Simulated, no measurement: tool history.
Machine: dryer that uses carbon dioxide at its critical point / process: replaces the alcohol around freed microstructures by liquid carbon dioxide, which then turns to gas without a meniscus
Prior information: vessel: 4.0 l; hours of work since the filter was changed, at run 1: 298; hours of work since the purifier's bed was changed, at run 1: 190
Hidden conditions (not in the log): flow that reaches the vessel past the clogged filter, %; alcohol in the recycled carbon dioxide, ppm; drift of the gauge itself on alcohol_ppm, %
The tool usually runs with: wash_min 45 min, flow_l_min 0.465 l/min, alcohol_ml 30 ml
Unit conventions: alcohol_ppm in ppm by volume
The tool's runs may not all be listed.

run     day  wash_min  flow_l_min  alcohol_ml  hours of work since the filter was changed  hours of work since the purifier's bed was changed  alcohol_ppm
  1       0        45       0.465          30                                         298                                                 190          196
  2   1.471        45       0.465          30                                         311                                                 203          203
  3   2.638        45       0.465          30                                         322                                                 214          199
  4     4.4        45       0.465          30                                         338                                                 230          213
  5   5.767        45       0.465          30                                         351                                                 243          214
  6    6.65        45       0.465          30                                         359                                                 251          215
  7   8.146        45       0.465          30                                         372                                                 265          219
  8   9.458        45       0.465          68                                         385                                                 277          489
  9  11.462        45       0.465          68                                         403                                                 295          476
 10   13.55        45       0.465          30                                         422                                                 314          229
 11  15.388        45       0.636          30                                         439                                                 331           81
 12  17.321        45       0.636          30                                         457                                                 349           80
 13  18.758        45       0.636          30                                         470                                                 362           88
 14  19.883        45       0.636          40                                         480                                                 373          112
 15  21.488        45       0.636          40                                         495                                                 387          110
     22.146  -- inlet filter changed
 16  23.275        45       0.559          30                                          10                                                 403           87
 17  24.517        56       0.594          47                                          22                                                 415           48
 18  25.992        56       0.594          47                                          35                                                 428           48
 19   26.95        62       0.465          30                                          44                                                 437           48
 20  28.542        62       0.465          30                                          59                                                 452           71
 21  29.871        57       0.375         110                                          71                                                 464          505
 22    31.5        59       0.379          36                                          86                                                 479          182
 23  33.054        59       0.379          36                                         100                                                 493          161
 24  35.154        59       0.379          36                                         119                                                 512          170
 25  36.088        44       0.379          36                                         128                                                 521          440
 26  37.054        44       0.379          36                                         137                                                 530          447
 27  38.954        45       0.737         108                                         154                                                 547           98

Here are 3 independent what-if runs from the current tool condition. What would each one return?
  A  40.683        48       0.538          36                                         170                                                 563            ?
  B  40.683        71       0.684          48                                         170                                                 563            ?
  C  40.683        45       0.465          30                                         170                                                 563            ?

run  alcohol_ppm
  A          102
  B           47
  C          197
With the hidden condition removed and each run's random variation left untouched, the same runs would have given:
run  alcohol_ppm
  A           55
  B           14
  C          135
